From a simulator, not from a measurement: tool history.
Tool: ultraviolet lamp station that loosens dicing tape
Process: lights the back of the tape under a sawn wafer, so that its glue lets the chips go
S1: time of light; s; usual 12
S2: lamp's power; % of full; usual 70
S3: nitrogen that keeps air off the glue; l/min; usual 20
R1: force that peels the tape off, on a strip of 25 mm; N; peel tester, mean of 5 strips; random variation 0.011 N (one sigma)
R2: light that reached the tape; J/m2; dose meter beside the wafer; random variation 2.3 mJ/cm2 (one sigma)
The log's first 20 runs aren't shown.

run,hour,S1,S2,S3,R1,R2
21,151.3,12,70,14,0.693,2280
22,160.6,7,70,20,1.518,1290
23,168.2,9,76,11,1.165,1800
24,173.1,9,76,11,1.185,1820
25,181.9,23,93,11,0.204,5670
26,188.2,7,99,14,1.035,1820
27,196.9,23,69,15,0.237,4140
28,201.6,20,66,36,0.236,3450
29,210.8,20,66,36,0.234,3370
30,217.4,20,66,21,0.265,3420
31,222.7,12,99,10,0.484,3040

3 ways to go on from here, each from the tool as it stands after run 31. What would each give?
A,230.2,12,62,20,?,?
B,230.2,6,98,20,?,?
C,230.2,12,66,8,?,?

run,R1,R2
A,0.802,1880
B,1.178,1470
C,1.227,1990
Without the tool's hidden state the same runs would have given:
run,R1,R2
A,0.626,2140
B,0.943,1680
C,0.983,2270
